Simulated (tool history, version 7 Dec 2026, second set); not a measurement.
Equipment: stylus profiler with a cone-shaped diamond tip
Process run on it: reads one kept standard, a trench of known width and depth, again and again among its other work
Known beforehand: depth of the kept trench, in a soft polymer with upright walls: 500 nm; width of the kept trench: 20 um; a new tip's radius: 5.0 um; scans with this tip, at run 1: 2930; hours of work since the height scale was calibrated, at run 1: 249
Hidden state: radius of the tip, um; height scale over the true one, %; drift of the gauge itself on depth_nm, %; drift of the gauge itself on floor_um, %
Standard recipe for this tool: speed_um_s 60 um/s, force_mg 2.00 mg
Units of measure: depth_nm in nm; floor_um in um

run   hour  speed_um_s  force_mg  scans with this tip  hours of work since the height scale was calibrated  depth_nm  floor_um
  1    0.0          60      2.00                 2930                                                  249    507.14     14.96
  2   13.5          60      2.00                 3044                                                  259    507.44     15.04
  3   30.5          60      2.00                 3188                                                  271    507.47     14.98
  4   46.7          67      2.00                 3325                                                  283    507.34     14.92
  5   55.4          60      2.00                 3399                                                  289    507.13     15.01
  6   73.9          60      2.00                 3555                                                  302    507.59     14.94
  7   90.7          32      2.00                 3697                                                  314    507.38     15.14
  8  101.0          33      2.00                 3785                                                  322    507.71     15.06
  9  112.5          33      2.00                 3882                                                  330    507.40     15.09
 10  127.5          33      2.00                 4009                                                  341    507.68     14.99
 11  143.6         128      0.88                 4144                                                  352    504.87     14.04

For run 12, what comes out?
 12  154.4          18      2.64                 4236                                                  360         ?         ?

depth_nm: 508.88 nm
floor_um: 15.08 um
The same run, on a tool lacking any hidden state, would have yielded depth_nm 508.14 nm, floor_um 15.52 um.

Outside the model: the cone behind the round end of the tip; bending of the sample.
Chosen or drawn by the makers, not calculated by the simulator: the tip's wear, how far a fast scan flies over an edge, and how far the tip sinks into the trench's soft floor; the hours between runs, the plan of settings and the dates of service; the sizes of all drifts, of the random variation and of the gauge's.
